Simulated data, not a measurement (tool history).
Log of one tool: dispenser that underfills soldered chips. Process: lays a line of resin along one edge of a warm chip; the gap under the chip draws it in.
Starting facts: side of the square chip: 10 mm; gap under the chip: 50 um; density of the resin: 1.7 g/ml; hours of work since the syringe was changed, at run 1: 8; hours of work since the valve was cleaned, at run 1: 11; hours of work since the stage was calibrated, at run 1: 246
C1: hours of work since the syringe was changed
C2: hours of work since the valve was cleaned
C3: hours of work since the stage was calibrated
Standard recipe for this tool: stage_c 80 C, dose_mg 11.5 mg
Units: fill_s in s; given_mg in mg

{"run": 1, "hour": 0.0, "stage_c": 80, "dose_mg": 11.5, "C1": 8, "C2": 11, "C3": 246, "fill_s": 44.3, "given_mg": 11.39}
{"hour": 4.7, "done": "new syringe of resin"}
{"run": 2, "hour": 11.5, "stage_c": 80, "dose_mg": 11.5, "C1": 5, "C2": 19, "C3": 254, "fill_s": 37.6, "given_mg": 11.36}
{"run": 3, "hour": 19.6, "stage_c": 80, "dose_mg": 11.5, "C1": 11, "C2": 25, "C3": 260, "fill_s": 51.8, "given_mg": 11.29}
{"hour": 21.1, "done": "new syringe of resin"}
{"run": 4, "hour": 31.3, "stage_c": 80, "dose_mg": 11.5, "C1": 8, "C2": 34, "C3": 268, "fill_s": 42.7, "given_mg": 11.25}
{"hour": 36.7, "done": "new syringe of resin"}
{"run": 5, "hour": 42.8, "stage_c": 80, "dose_mg": 11.5, "C1": 5, "C2": 42, "C3": 277, "fill_s": 36.7, "given_mg": 11.2}
{"run": 6, "hour": 51.1, "stage_c": 66, "dose_mg": 13.9, "C1": 11, "C2": 48, "C3": 283, "fill_s": 92.2, "given_mg": 13.36}

Estimate the outcome of run 7 from the log above:
{"hour": 52.4, "done": "new syringe of resin"}
{"hour": 54.9, "done": "dispensing valve cleaned and set on the balance"}
{"hour": 69.7, "done": "new syringe of resin"}
{"run": 7, "hour": 69.7, "stage_c": 76, "dose_mg": 13.9, "C1": 0, "C2": 11, "C3": 295, "fill_s": "?", "given_mg": "?"}

{"run 7": {"fill_s": 32.5, "given_mg": 13.91}}
With the hidden condition absent and the run-to-run variation left alone, this run would have shown fill_s 35.2 s, given_mg 14 mg.
